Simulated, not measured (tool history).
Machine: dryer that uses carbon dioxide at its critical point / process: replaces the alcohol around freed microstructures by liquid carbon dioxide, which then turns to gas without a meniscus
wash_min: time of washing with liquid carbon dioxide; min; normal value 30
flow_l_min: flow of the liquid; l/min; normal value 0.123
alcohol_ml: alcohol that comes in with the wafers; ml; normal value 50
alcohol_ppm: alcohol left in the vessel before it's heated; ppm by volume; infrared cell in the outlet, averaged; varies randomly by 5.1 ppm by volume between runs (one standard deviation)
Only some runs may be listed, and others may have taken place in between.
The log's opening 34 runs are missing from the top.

run,hour,wash_min,flow_l_min,alcohol_ml,hours of work since the filter was changed,hours of work since the purifier's bed was changed,alcohol_ppm
35,586.9,21,0.079,46,388,597,4995
36,607.3,44,0.132,91,399,609,115
37,627.1,37,0.08,51,411,620,673
# hour 636.4: inlet filter changed
38,643.1,37,0.082,59,4,628,406
39,653.5,37,0.082,59,10,634,406
40,667.9,24,0.123,94,18,643,697
41,692.8,24,0.123,94,32,657,710
42,713.7,30,0.169,50,44,669,129
43,727.3,32,0.091,43,52,676,416
44,739,29,0.174,33,58,683,134
45,752.5,29,0.174,33,66,691,126
46,764.2,29,0.149,28,73,697,135

Here are 5 independent what-if runs from the current tool condition. What would each one return?
A,784.6,29,0.149,23,84,709,?
B,784.6,25,0.123,50,84,709,?
C,784.6,24,0.132,94,84,709,?
D,784.6,28,0.095,50,84,709,?
E,784.6,30,0.104,48,84,709,?

run,alcohol_ppm
A,136
B,407
C,592
D,719
E,355
Stripped of hidden state, with their random variation kept, the same runs would have yielded:
run,alcohol_ppm
A,14
B,240
C,389
D,509
E,196
